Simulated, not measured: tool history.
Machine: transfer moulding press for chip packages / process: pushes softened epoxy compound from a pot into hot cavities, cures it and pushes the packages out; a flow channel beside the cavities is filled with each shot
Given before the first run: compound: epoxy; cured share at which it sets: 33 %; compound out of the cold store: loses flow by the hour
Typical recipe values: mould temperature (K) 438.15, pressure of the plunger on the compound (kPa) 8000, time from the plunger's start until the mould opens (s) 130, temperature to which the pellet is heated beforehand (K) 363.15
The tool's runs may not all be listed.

run   hour  mould temperature (K)  pressure of the plunger on the compound (kPa)  time from the plunger's start until the mould opens (s)  temperature to which the pellet is heated beforehand (K)  incoming compound's hours out of the cold store  length that the compound runs in the flow channel (mm)  greatest force on the pins that push the packages out (N)
  1      0                 438.15                                           8000                                                      130                                                    363.15                                             36.3                                                     621                                                        697
      35.5  -- cavities cleaned with cleaning compound and waxed
  2   47.1                 438.15                                           8000                                                      130                                                    355.15                                             44.6                                                     599                                                        505
      62.7  -- plunger's sealing rings changed
  3  125.9                 438.15                                           8000                                                      130                                                    355.15                                             28.9                                                     696                                                        730
     166.3  -- cavities cleaned with cleaning compound and waxed
  4  195.6                 444.15                                           8000                                                      130                                                    363.15                                             36.6                                                     668                                                        522
  5    254                 438.15                                           8000                                                      130                                                    363.15                                             46.4                                                     642                                                        679
     292.4  -- cavities cleaned with cleaning compound and waxed
     301.2  -- mould's thermocouples calibrated
  6  315.7                 438.15                                           8000                                                      130                                                    363.15                                             35.6                                                     660                                                        539
  7  385.5                 436.15                                           8000                                                      130                                                    363.15                                             19.9                                                     693                                                        767

Predict the results of run 8:
     419.1  -- cavities cleaned with cleaning compound and waxed
  8  453.7                 436.15                                           8000                                                      130                                                    363.15                                             15.4                                                       ?                                                          ?

Run 8 measured length that the compound runs in the flow channel (mm) 701, greatest force on the pins that push the packages out (N) 661.
Had the tool carried no hidden state, the very same run would have given length that the compound runs in the flow channel (mm) 740, greatest force on the pins that push the packages out (N) 513.
